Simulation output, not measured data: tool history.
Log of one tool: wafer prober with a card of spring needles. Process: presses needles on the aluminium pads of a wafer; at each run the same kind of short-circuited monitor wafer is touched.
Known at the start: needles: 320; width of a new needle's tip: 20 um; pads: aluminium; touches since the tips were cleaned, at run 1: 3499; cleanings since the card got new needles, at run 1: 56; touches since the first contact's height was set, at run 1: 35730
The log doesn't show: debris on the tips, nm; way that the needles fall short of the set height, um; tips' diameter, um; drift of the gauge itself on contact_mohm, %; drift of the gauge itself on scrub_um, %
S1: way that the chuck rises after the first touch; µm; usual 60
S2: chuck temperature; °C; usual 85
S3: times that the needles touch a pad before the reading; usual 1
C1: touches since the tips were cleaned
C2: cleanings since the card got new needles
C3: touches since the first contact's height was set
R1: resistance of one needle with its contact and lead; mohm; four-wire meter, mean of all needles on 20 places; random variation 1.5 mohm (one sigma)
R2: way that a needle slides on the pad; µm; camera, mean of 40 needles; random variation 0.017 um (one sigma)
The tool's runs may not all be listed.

| run | day | S1 | S2 | S3 | C1 | C2 | C3 | R1 | R2 |
|---|---|---|---|---|---|---|---|---|---|
| 1 | 0.000 | 60 | 85 | 1 | 3499 | 56 | 35730 | 263 | 15.74 |
|  | 0.783 | tips cleaned on abrasive film |
|  | 2.329 | tips cleaned on abrasive film |
| 2 | 2.400 | 60 | 85 | 1 | 382 | 58 | 48693 | 173 | 15.68 |
|  | 3.808 | tips cleaned on abrasive film |
| 3 | 3.808 | 60 | 85 | 1 | 0 | 59 | 56314 | 158 | 15.69 |
|  | 5.138 | height of the first contact set anew |
|  | 5.346 | tips cleaned on abrasive film |
| 4 | 5.633 | 60 | 27 | 1 | 1580 | 60 | 2673 | 201 | 15.60 |
|  | 6.750 | tips cleaned on abrasive film |
| 5 | 7.300 | 60 | 85 | 1 | 2988 | 61 | 11681 | 254 | 15.65 |
|  | 8.308 | tips cleaned on abrasive film |
| 6 | 8.796 | 60 | 85 | 1 | 2638 | 62 | 19768 | 239 | 15.60 |
|  | 9.746 | tips cleaned on abrasive film |
| 7 | 10.108 | 60 | 85 | 1 | 1976 | 63 | 26875 | 215 | 15.58 |
|  | 11.112 | height of the first contact set anew, once more |
|  | 11.262 | tips cleaned on abrasive film |
| 8 | 11.262 | 71 | 85 | 1 | 0 | 64 | 775 | 152 | 18.65 |
|  | 12.771 | tips cleaned on abrasive film |
| 9 | 13.500 | 71 | 85 | 2 | 3973 | 65 | 12906 | 198 | 18.62 |
|  | 14.288 | tips cleaned on abrasive film |
| 10 | 15.596 | 71 | 85 | 2 | 7112 | 66 | 24248 | 213 | 18.61 |
|  | 15.804 | tips cleaned on abrasive film |
|  | 17.212 | tips cleaned on abrasive film |
| 11 | 17.212 | 71 | 85 | 2 | 0 | 68 | 32963 | 149 | 18.57 |
|  | 18.742 | tips cleaned on abrasive film |
| 12 | 19.083 | 70 | 85 | 1 | 1860 | 69 | 43101 | 194 | 18.29 |
|  | 20.179 | tips cleaned on abrasive film |
| 13 | 20.238 | 70 | 85 | 1 | 312 | 70 | 49325 | 154 | 18.27 |
|  | 21.596 | tips cleaned on abrasive film |
| 14 | 22.338 | 70 | 85 | 1 | 4031 | 71 | 60700 | 234 | 18.29 |
|  | 22.729 | height of the first contact set anew |
|  | 23.108 | tips cleaned on abrasive film |
| 15 | 24.058 | 70 | 85 | 1 | 5155 | 72 | 7192 | 244 | 18.40 |
|  | 24.550 | tips cleaned on abrasive film |
| 16 | 25.375 | 70 | 85 | 1 | 4472 | 73 | 14292 | 241 | 18.36 |
|  | 26.042 | tips cleaned on abrasive film |
| 17 | 27.325 | 53 | 29 | 1 | 6964 | 74 | 24852 | 369 | 13.86 |
|  | 27.450 | tips cleaned on abrasive film |
| 18 | 28.771 | 53 | 29 | 1 | 7166 | 75 | 32668 | 363 | 13.87 |
|  | 28.908 | tips cleaned on abrasive film |
|  | 30.358 | tips cleaned on abrasive film |
| 19 | 31.125 | 53 | 29 | 1 | 4156 | 77 | 45391 | 321 | 13.82 |
|  | 31.917 | tips cleaned on abrasive film |
| 20 | 32.208 | 53 | 29 | 1 | 1576 | 78 | 51251 | 239 | 13.80 |
|  | 33.454 | tips cleaned on abrasive film |
| 21 | 34.250 | 60 | 66 | 1 | 4326 | 79 | 62306 | 269 | 15.60 |
|  | 34.471 | height of the first contact set anew |
|  | 34.888 | tips cleaned on abrasive film |
| 22 | 35.492 | 60 | 66 | 1 | 3281 | 80 | 5519 | 258 | 15.73 |
|  | 36.350 | tips cleaned on abrasive film |
| 23 | 36.575 | 60 | 74 | 2 | 1229 | 81 | 11383 | 176 | 15.76 |
|  | 37.871 | tips cleaned on abrasive film |
| 24 | 37.871 | 75 | 91 | 1 | 0 | 82 | 18390 | 148 | 19.65 |
|  | 39.392 | tips cleaned on abrasive film |
| 25 | 40.196 | 54 | 42 | 1 | 4350 | 83 | 30971 | 299 | 14.12 |
|  | 40.967 | tips cleaned on abrasive film |
| 26 | 42.175 | 54 | 42 | 2 | 6554 | 84 | 41689 | 269 | 14.10 |
|  | 42.450 | tips cleaned on abrasive film |
|  | 43.942 | tips cleaned on abrasive film |
| 27 | 43.954 | 54 | 42 | 2 | 75 | 86 | 51296 | 151 | 14.09 |
|  | 45.421 | tips cleaned on abrasive film |
| 28 | 45.546 | 54 | 42 | 2 | 689 | 87 | 59916 | 171 | 14.06 |

The next listed run, before its measurement:
|  | 46.196 | height of the first contact set anew |
|  | 47.038 | tips cleaned on abrasive film |
| 29 | 47.300 | 54 | 42 | 2 | 1424 | 88 | 5975 | ? | ? |

{"run 29": {"R1": 189, "R2": 14.17}}
Without the tool's hidden state the same run would have given R1 136 mohm, R2 14.18 µm.
